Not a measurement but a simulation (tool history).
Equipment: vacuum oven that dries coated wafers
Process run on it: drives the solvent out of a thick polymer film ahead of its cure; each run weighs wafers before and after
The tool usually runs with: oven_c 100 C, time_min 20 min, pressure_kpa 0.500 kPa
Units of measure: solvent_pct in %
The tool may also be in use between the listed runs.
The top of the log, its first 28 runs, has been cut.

| run | day | oven_c | time_min | pressure_kpa | hours of work since the thermocouples were calibrated | hours of work since the vacuum gauge was cleaned of residue | solvent_pct |
|---|---|---|---|---|---|---|---|
| 29 | 65.433 | 110 | 13 | 0.500 | 973 | 246 | 1.08 |
| 30 | 67.179 | 92 | 13 | 0.604 | 1003 | 275 | 4.35 |
| 31 | 69.179 | 106 | 10 | 0.672 | 1037 | 309 | 2.65 |
| 32 | 70.742 | 100 | 28 | 1.093 | 1063 | 336 | 1.23 |
| 33 | 73.708 | 89 | 19 | 0.650 | 1113 | 386 | 3.62 |
| 34 | 75.938 | 89 | 14 | 0.431 | 1151 | 424 | 4.68 |
| 35 | 77.929 | 89 | 14 | 0.431 | 1185 | 458 | 4.62 |
| 36 | 80.708 | 103 | 10 | 0.255 | 1232 | 505 | 3.05 |
| 37 | 83.517 | 101 | 24 | 1.383 | 1280 | 552 | 1.74 |
| 38 | 86.412 | 103 | 30 | 1.740 | 1329 | 601 | 1.53 |
| 39 | 88.883 | 103 | 30 | 1.740 | 1371 | 643 | 1.49 |
| 40 | 91.821 | 103 | 30 | 1.740 | 1420 | 693 | 1.58 |
| 41 | 94.300 | 100 | 33 | 0.276 | 1462 | 735 | 0.70 |
| 42 | 96.533 | 95 | 20 | 0.919 | 1500 | 773 | 2.75 |
| 43 | 97.904 | 95 | 20 | 0.919 | 1523 | 796 | 2.72 |
|  | 100.892 | oven's thermocouples calibrated |
| 44 | 100.892 | 96 | 25 | 0.812 | 0 | 845 | 1.49 |
| 45 | 102.783 | 100 | 23 | 0.500 | 32 | 877 | 1.04 |
| 46 | 104.629 | 93 | 26 | 0.874 | 63 | 909 | 1.83 |
| 47 | 107.096 | 114 | 20 | 1.474 | 105 | 951 | 0.90 |

Below are 4 alternative next runs, each starting from the tool's condition after run 47. Predict each:
| A | 108.875 | 98 | 20 | 1.474 | 135 | 981 | ? |
| B | 108.875 | 108 | 20 | 0.500 | 135 | 981 | ? |
| C | 108.875 | 103 | 12 | 0.455 | 135 | 981 | ? |
| D | 108.875 | 114 | 17 | 1.841 | 135 | 981 | ? |

| run | solvent_pct |
|---|---|
| A | 2.23 |
| B | 0.67 |
| C | 2.17 |
| D | 1.16 |
The same runs, with their run-to-run variation unchanged, on a tool lacking any hidden condition would have given:
| run | solvent_pct |
|---|---|
| A | 1.94 |
| B | 0.47 |
| C | 1.93 |
| D | 0.99 |
